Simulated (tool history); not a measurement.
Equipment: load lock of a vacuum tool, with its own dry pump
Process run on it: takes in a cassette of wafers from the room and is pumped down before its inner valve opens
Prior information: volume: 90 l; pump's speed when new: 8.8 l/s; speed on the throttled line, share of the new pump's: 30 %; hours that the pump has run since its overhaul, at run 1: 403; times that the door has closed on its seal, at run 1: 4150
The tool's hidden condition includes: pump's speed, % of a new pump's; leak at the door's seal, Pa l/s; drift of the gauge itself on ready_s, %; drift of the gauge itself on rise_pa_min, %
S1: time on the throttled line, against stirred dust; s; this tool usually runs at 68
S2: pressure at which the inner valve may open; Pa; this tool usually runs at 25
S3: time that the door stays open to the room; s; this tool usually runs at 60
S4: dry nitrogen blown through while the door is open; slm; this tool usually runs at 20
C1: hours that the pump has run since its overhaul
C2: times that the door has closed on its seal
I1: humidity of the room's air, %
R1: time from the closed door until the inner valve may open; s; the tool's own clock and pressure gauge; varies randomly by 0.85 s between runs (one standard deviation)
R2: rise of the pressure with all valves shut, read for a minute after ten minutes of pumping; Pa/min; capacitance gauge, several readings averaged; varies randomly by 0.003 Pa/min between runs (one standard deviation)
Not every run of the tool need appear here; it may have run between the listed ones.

run,hour,S1,S2,S3,S4,C1,C2,I1,R1,R2
1,0.0,68,25,60,20,403,4150,47.2,131.0,0.028
2,158.3,68,25,60,6,561,4895,43.4,132.5,0.040
3,263.4,97,25,60,6,666,5389,45.4,152.9,0.044
4,413.6,97,25,60,27,816,6095,44.5,154.7,0.026
5,538.9,97,25,60,27,942,6685,44.5,154.1,0.034
6,617.6,66,25,60,27,1020,7055,44.7,132.5,0.027
7,688.5,68,25,60,6,1091,7389,44.4,133.1,0.052
8,832.5,68,25,60,6,1235,8066,43.7,134.6,0.049
9,908.1,68,25,60,6,1311,8422,46.6,133.9,0.052
10,1059.5,68,25,158,20,1462,9134,46.2,135.5,0.045
11,1138.3,68,25,158,20,1541,9504,45.5,133.4,0.049
12,1222.9,68,25,158,20,1626,9903,47.2,133.5,0.047
13,1362.3,68,25,158,20,1765,10558,47.8,134.1,0.053
14,1495.2,46,25,60,20,1898,11184,42.1,120.0,0.043
15,1623.7,68,25,60,22,2026,11788,43.6,134.9,0.049
16,1773.1,68,25,60,22,2176,12491,45.3,134.6,0.051
17,1863.7,68,25,60,22,2266,12917,47.0,135.5,0.053
18,1953.0,68,25,60,12,2356,13337,45.7,136.4,0.054
19,2086.9,68,25,60,12,2490,13967,44.6,134.7,0.059

Run 20 is up next; what results do you expect?
20,2184.6,44,30,43,8,2587,14427,45.8,?,?

Run 20 came out at R1 117.7 s, R2 0.062 Pa/min.
With the hidden condition absent and the run-to-run variation left alone, this run would have shown R1 115.4 s, R2 0.023 Pa/min.

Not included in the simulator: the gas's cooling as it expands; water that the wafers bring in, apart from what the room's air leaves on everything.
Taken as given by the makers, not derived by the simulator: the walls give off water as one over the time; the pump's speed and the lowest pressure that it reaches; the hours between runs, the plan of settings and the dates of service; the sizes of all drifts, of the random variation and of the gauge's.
